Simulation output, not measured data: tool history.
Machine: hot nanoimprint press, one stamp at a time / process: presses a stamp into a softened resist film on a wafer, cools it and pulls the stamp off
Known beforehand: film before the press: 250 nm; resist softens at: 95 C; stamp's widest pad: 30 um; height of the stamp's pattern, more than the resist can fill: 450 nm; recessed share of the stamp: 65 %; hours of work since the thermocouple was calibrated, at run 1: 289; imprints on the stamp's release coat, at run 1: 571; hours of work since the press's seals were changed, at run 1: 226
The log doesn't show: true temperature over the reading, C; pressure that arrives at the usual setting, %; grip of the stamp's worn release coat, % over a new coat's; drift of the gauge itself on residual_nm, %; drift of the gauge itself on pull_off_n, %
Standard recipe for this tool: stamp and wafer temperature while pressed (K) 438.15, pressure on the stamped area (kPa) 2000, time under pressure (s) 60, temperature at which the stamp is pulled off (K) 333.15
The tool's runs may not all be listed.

run     day  stamp and wafer temperature while pressed (K)  pressure on the stamped area (kPa)  time under pressure (s)  temperature at which the stamp is pulled off (K)  hours of work since the thermocouple was calibrated  imprints on the stamp's release coat  hours of work since the press's seals were changed  resist left under the stamp's widest pad (nm)  greatest force while the stamp is pulled off (N)
  1       0                                         438.15                                2000                       60                                            333.15                                                  289                                   571                                                 226                                           91.7                                               255
  2   1.217                                         438.15                                2000                       60                                            333.15                                                  310                                   667                                                 246                                           91.4                                               257
  3   2.421                                         438.15                                2000                       60                                            333.15                                                  330                                   763                                                 266                                           91.9                                               266
  4   3.138                                         438.15                                2000                       60                                            333.15                                                  342                                   820                                                 278                                           91.2                                               262
  5   3.671                                         438.15                                1360                       60                                            333.15                                                  350                                   862                                                 287                                          114.3                                               263
  6   4.392                                         434.15                                2000                       60                                            333.15                                                  362                                   919                                                 299                                          102.2                                               272
  7   5.325                                         438.15                                2000                       60                                            333.15                                                  378                                   993                                                 314                                           92.1                                               270
  8   6.521                                         438.15                                2000                       60                                            333.15                                                  398                                  1088                                                 334                                           91.8                                               272
      7.133  -- stamp cleaned and given a new release coat
  9   7.738                                         438.15                                2000                       60                                            333.15                                                  414                                    48                                                 350                                           91.6                                               243
      8.138  -- plate thermocouple calibrated
 10   8.908                                         438.15                                2000                       60                                            333.15                                                   13                                   131                                                 368                                           93.6                                               250
     10.142  -- plate thermocouple calibrated, once more
 11  10.242                                         438.15                                2000                       60                                            333.15                                                    2                                   227                                                 388                                           89.6                                               239
 12    11.4                                         438.15                                1270                       44                                            333.15                                                   21                                   318                                                 407                                            128                                               235
 13  11.908                                         438.15                                2830                      110                                            330.15                                                   29                                   359                                                 415                                           58.9                                               263
 14  12.729                                         427.15                                2830                       33                                            330.15                                                   43                                   424                                                 429                                          119.8                                               271
 15  13.654                                         427.15                                2830                       34                                            330.15                                                   58                                   497                                                 444                                            122                                               266
 16  14.179                                         438.15                                2800                       60                                            319.15                                                   67                                   539                                                 453                                           75.1                                               333
 17  15.254                                         449.15                                3020                       60                                            334.15                                                   85                                   624                                                 471                                           54.7                                               252
 18  16.175                                         449.15                                3020                       60                                            334.15                                                  100                                   697                                                 486                                           54.9                                               249
 19  17.225                                         449.15                                2760                       60                                            334.15                                                  118                                   780                                                 504                                           58.3                                               259
 20  17.904                                         443.15                                2760                       60                                            334.15                                                  129                                   835                                                 515                                           68.6                                               256
 21  18.675                                         438.15                                1750                       50                                            323.15                                                  142                                   896                                                 528                                          105.1                                               329

Forecast each of these 3 alternatives for the next run:
  A  19.333                                         438.15                                3090                       50                                            323.15                                                  153                                   948                                                 539                                              ?                                                 ?
  B  19.333                                         438.15                                1280                       60                                            333.15                                                  153                                   948                                                 539                                              ?                                                 ?
  C  19.333                                         438.15                                1750                       50                                            323.15                                                  153                                   948                                                 539                                              ?                                                 ?

run  resist left under the stamp's widest pad (nm)  greatest force while the stamp is pulled off (N)
  A                                           77.8                                               322
  B                                          117.8                                               272
  C                                          105.8                                               321
With no hidden state in the tool, these same runs would have given:
run  resist left under the stamp's widest pad (nm)  greatest force while the stamp is pulled off (N)
  A                                           73.3                                               286
  B                                          114.2                                               241
  C                                          101.8                                               285
